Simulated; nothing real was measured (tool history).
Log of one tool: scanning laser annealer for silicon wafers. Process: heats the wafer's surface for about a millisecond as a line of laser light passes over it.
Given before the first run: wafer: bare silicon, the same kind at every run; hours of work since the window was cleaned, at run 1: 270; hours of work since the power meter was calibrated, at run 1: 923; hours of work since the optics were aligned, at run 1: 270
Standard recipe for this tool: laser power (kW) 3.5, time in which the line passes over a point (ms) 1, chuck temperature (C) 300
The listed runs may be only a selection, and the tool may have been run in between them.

run	hour	laser power (kW)	time in which the line passes over a point (ms)	chuck temperature (C)	hours of work since the window was cleaned	hours of work since the power meter was calibrated	hours of work since the optics were aligned	highest temperature of the surface (C)
1	0	3.5	1	300	270	923	270	1002
2	103.5	3.5	1	300	333	986	333	994
3	179.3	3.5	1	260	378	1031	378	954
# hour 261.1: window over the wafer cleaned
4	284.2	3.5	1	260	14	1093	440	982
5	354.9	3.5	1	260	56	1136	483	980
6	444.9	3.5	1	300	111	1190	537	1017
7	528.7	3.5	1	313	161	1240	587	1024
8	583.1	3.5	1	313	194	1273	620	1022
9	681.6	3.5	0.95	313	253	1332	679	998
10	730.9	3.5	0.95	313	283	1362	709	991
# hour 752.5: optics aligned, line set to its width
11	777.7	3.5	0.95	313	308	1387	15	1003
12	832.8	3.5	0.76	300	341	1420	48	915
13	929.9	3.5	0.76	300	399	1479	107	910
14	971.8	3.5	0.76	300	425	1504	132	911
# hour 979.3: window over the wafer cleaned
15	1055.4	3.5	0.76	300	46	1553	181	937
16	1102.4	3.5	0.76	300	74	1581	209	933
17	1151.9	3.5	1	279	104	1611	239	1003
18	1228.3	3.5	1	279	150	1657	285	999
19	1296.3	3.5	1	279	191	1698	326	992
20	1384.1	3.5	1	279	244	1751	379	990
21	1458.5	3.5	1	279	288	1796	424	986
22	1528.7	3.5	0.99	300	331	1838	466	1000
23	1632	3.5	0.75	300	393	1900	528	905
# hour 1690.7: window over the wafer cleaned
24	1711.4	3.5	0.75	300	12	1947	575	927
25	1799.2	3.5	0.76	300	65	1999	627	934
26	1889	3.321	0.96	317	119	2053	682	985
# hour 1957: optics aligned, line set to its width
27	1973.9	3.321	0.95	270	167	2101	10	942
28	2028.5	3.5	0.86	332	200	2134	43	1001
29	2101.6	3.5	0.86	332	244	2178	87	997
30	2196.7	3.5	0.98	300	302	2236	144	1004
31	2262.3	3.5	0.98	300	341	2275	184	1000
32	2350	3.466	0.99	262	394	2328	237	954
# hour 2405.2: window over the wafer cleaned
33	2422.8	3.5	1.08	281	11	2370	279	1048
34	2484	3.5	1.08	281	47	2407	316	1047
35	2566.7	3.5	1.08	281	97	2457	366	1040
36	2627.7	3.5	0.77	310	134	2494	402	947
37	2724.2	3.448	1	313	192	2552	460	1024
38	2784.8	3.498	0.83	317	228	2588	497	969

Expected results for the next run?
39	2854.1	3.235	0.88	317	270	2630	539	?

{"run 39": {"highest temperature of the surface (C)": 937}}
If the tool had no hidden condition, the same run with the same run-to-run variation would have returned highest temperature of the surface (C) 948.
